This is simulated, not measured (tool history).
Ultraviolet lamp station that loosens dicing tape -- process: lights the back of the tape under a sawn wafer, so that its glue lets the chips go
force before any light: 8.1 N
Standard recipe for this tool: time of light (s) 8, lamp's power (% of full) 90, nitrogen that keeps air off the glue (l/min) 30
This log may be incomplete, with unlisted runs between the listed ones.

run   hour  time of light (s)  lamp's power (% of full)  nitrogen that keeps air off the glue (l/min)  force that peels the tape off (N)  light that reached the tape (mJ/cm²)
  1    0.0                  8                        90                                            30                              0.768                                   415
  2    9.4                  8                        90                                            30                              0.779                                   411
  3   16.5                  8                        90                                            30                              0.757                                   404
  4   26.3                  8                        90                                            54                              0.549                                   406
  5   35.9                  8                        98                                            54                              0.442                                   437
  6   42.7                 10                        98                                            54                              0.272                                   549
  7   51.9                 10                        98                                            54                              0.272                                   543
  8   60.7                  8                        90                                            30                              0.823                                   399
  9   68.2                  8                        90                                            30                              0.803                                   394
 10   77.0                  8                        90                                            30                              0.798                                   402
 11   82.4                  8                        90                                            30                              0.804                                   393
 12   92.1                  8                        90                                            30                              0.826                                   394
 13  100.7                  8                        90                                            30                              0.825                                   389
 14  109.5                  6                        97                                            11                              2.124                                   316
 15  118.9                  4                        76                                            21                              3.300                                   166
 16  123.5                  8                        72                                            30                              1.331                                   309
 17  128.6                 10                        78                                            12                              1.326                                   418
 18  132.6                 10                        78                                            12                              1.341                                   418
 19  139.0                 12                        92                                            18                              0.487                                   585

Alternative continuations, all from the tool just after run 19; predict every row:
  A  145.0                 13                        90                                            17                                  ?                                     ?
  B  145.0                  5                        79                                            33                                  ?                                     ?
  C  145.0                  8                        80                                            30                                  ?                                     ?

run  force that peels the tape off (N)  light that reached the tape (mJ/cm²)
  A                              0.472                                   622
  B                              2.220                                   213
  C                              1.080                                   343
The same runs, with their run-to-run variation unchanged, on a tool lacking any hidden condition would have given:
run  force that peels the tape off (N)  light that reached the tape (mJ/cm²)
  A                              0.293                                   767
  B                              1.661                                   262
  C                              0.711                                   422
